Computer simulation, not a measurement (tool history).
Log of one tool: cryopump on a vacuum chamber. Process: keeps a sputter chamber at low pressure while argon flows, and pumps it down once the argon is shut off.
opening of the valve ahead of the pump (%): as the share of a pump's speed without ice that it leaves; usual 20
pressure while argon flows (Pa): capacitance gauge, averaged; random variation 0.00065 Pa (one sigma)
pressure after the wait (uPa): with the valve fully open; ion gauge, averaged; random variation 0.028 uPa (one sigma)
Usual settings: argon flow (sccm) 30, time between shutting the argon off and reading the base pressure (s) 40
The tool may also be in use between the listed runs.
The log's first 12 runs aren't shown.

| run | hour | argon flow (sccm) | time between shutting the argon off and reading the base pressure (s) | opening of the valve ahead of the pump (%) | hours of work since the pump was warmed up and emptied | hours of work since the cold head was overhauled | hours of work since the chamber's fittings were tightened | pressure while argon flows (Pa) | pressure after the wait (uPa) |
|---|---|---|---|---|---|---|---|---|---|
|  | 378.2 | pump warmed up, emptied and cooled again |
| 13 | 379.1 | 30 | 40 | 20 | 1 | 1273 | 1647 | 0.1049 | 1.76 |
| 14 | 416.6 | 30 | 40 | 20 | 32 | 1304 | 1678 | 0.1039 | 1.77 |
| 15 | 447.1 | 30 | 21 | 20 | 57 | 1330 | 1703 | 0.1046 | 2.85 |
| 16 | 464 | 30 | 21 | 20 | 71 | 1344 | 1717 | 0.1063 | 2.87 |
| 17 | 492.2 | 30 | 21 | 20 | 95 | 1367 | 1741 | 0.1057 | 2.94 |
| 18 | 520.6 | 45 | 138 | 20 | 119 | 1391 | 1765 | 0.1612 | 0.97 |
|  | 534.5 | leaking fittings of the chamber tightened, without venting |
| 19 | 561.7 | 45 | 138 | 20 | 151 | 1424 | 23 | 0.1602 | 0.47 |
| 20 | 602.4 | 17 | 213 | 20 | 185 | 1457 | 57 | 0.0604 | 0.39 |
| 21 | 638.9 | 30 | 93 | 24 | 216 | 1488 | 87 | 0.0909 | 0.69 |
| 22 | 673.5 | 44 | 85 | 24 | 244 | 1517 | 116 | 0.1331 | 0.76 |
| 23 | 694.5 | 44 | 85 | 24 | 262 | 1534 | 133 | 0.1341 | 0.79 |

Run 24 comes next. What will it give?
| 24 | 731.7 | 44 | 85 | 24 | 293 | 1565 | 164 | ? | ? |

{"run 24": {"pressure while argon flows (Pa)": 0.1343, "pressure after the wait (uPa)": 0.8}}
Without the tool's hidden state the same run would have given pressure while argon flows (Pa) 0.1285, pressure after the wait (uPa) 0.7.
